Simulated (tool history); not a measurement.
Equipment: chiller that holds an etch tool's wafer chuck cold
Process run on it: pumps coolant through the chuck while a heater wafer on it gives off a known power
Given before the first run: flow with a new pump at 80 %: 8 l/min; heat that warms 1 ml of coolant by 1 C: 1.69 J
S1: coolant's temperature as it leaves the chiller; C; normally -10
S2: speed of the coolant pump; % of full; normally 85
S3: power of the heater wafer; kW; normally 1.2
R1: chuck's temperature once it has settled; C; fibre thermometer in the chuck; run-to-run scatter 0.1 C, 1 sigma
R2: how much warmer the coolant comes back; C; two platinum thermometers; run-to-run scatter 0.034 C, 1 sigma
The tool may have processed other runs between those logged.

run 1 hour=0 | S1=-10 S2=85 S3=1.2 | R1=2.9 R2=4.95
run 2 hour=105.9 | S1=-10 S2=85 S3=1.2 | R1=3.3 R2=4.99
-- hour=248.3 chiller's thermometer calibrated
run 3 hour=259.5 | S1=-10 S2=85 S3=1.2 | R1=3.3 R2=5.03
run 4 hour=433.7 | S1=-10 S2=85 S3=0.806 | R1=-1.4 R2=3.5
run 5 hour=552.8 | S1=-10 S2=85 S3=0.806 | R1=-1.2 R2=3.45
run 6 hour=706.9 | S1=-10 S2=85 S3=0.806 | R1=-1.1 R2=3.53
run 7 hour=864.8 | S1=-10 S2=85 S3=1.2 | R1=3.1 R2=5.19
run 8 hour=1044.8 | S1=-8 S2=85 S3=1.2 | R1=4.9 R2=5.28
-- hour=1113.1 coolant changed, channels flushed
run 9 hour=1188.3 | S1=-10 S2=85 S3=1.2 | R1=3.1 R2=5.31
run 10 hour=1315.4 | S1=-10 S2=85 S3=1.2 | R1=3.2 R2=5.28
run 11 hour=1460.2 | S1=-10 S2=85 S3=1.2 | R1=3.2 R2=5.32
run 12 hour=1582.2 | S1=-19 S2=85 S3=1.2 | R1=-5.9 R2=5.4
run 13 hour=1709.7 | S1=-19 S2=85 S3=1.2 | R1=-6 R2=5.4
run 14 hour=1860.2 | S1=-12 S2=85 S3=1.2 | R1=1.2 R2=5.38
-- hour=1891 gauge calibrated
run 15 hour=2038.1 | S1=-10 S2=85 S3=1.2 | R1=3 R2=5.03
run 16 hour=2192.2 | S1=-10 S2=87 S3=1.2 | R1=2.6 R2=4.94
run 17 hour=2348.5 | S1=-10 S2=87 S3=1.2 | R1=2.7 R2=4.98
run 18 hour=2469.6 | S1=-19 S2=87 S3=1.2 | R1=-6.1 R2=5
run 19 hour=2628.8 | S1=-19 S2=87 S3=1.2 | R1=-6 R2=5.01
run 20 hour=2702.5 | S1=-10 S2=90 S3=1.512 | R1=5.6 R2=6.06
run 21 hour=2836.5 | S1=-10 S2=90 S3=1.512 | R1=5.5 R2=6.23
run 22 hour=2947.2 | S1=-3 S2=85 S3=0.706 | R1=4.8 R2=3.13
run 23 hour=3021.3 | S1=-3 S2=85 S3=0.706 | R1=4.8 R2=3.16
run 24 hour=3193.8 | S1=-3 S2=85 S3=0.706 | R1=4.8 R2=3.22
run 25 hour=3342.2 | S1=-2 S2=85 S3=1.2 | R1=11 R2=5.34
run 26 hour=3514.5 | S1=-2 S2=97 S3=0.614 | R1=3.9 R2=2.59
-- hour=3526.1 chiller's thermometer calibrated
run 27 hour=3640.6 | S1=-12 S2=62 S3=0.971 | R1=2.3 R2=6.05
run 28 hour=3753.4 | S1=-12 S2=62 S3=0.971 | R1=2.4 R2=6.14
run 29 hour=3846.7 | S1=-12 S2=62 S3=0.971 | R1=2.2 R2=6.07
-- hour=3929.5 gauge calibrated
run 30 hour=3948.6 | S1=-9 S2=85 S3=0.747 | R1=-0.8 R2=3.09
run 31 hour=4097.6 | S1=-9 S2=85 S3=0.747 | R1=-0.9 R2=3.11
run 32 hour=4193.3 | S1=-9 S2=85 S3=0.747 | R1=-0.8 R2=3.18
run 33 hour=4327.7 | S1=-11 S2=88 S3=1.604 | R1=5.8 R2=6.53

Consider 3 possible next runs. They are alternatives, not a sequence: every one starts from the tool as it was left by run 33. What does each give?
run A hour=4456.8 | S1=-5 S2=63 S3=1.624 | R1=? R2=?
run B hour=4456.8 | S1=-19 S2=83 S3=0.844 | R1=? R2=?
run C hour=4456.8 | S1=-10 S2=88 S3=0.637 | R1=? R2=?

run=A R1=18.7 R2=9.45
run=B R1=-9.5 R2=3.76
run=C R1=-3.2 R2=2.63
With the hidden condition removed and each run's random variation left untouched, the same runs would have given:
run=A R1=18.7 R2=9.33
run=B R1=-9.5 R2=3.64
run=C R1=-3.2 R2=2.51
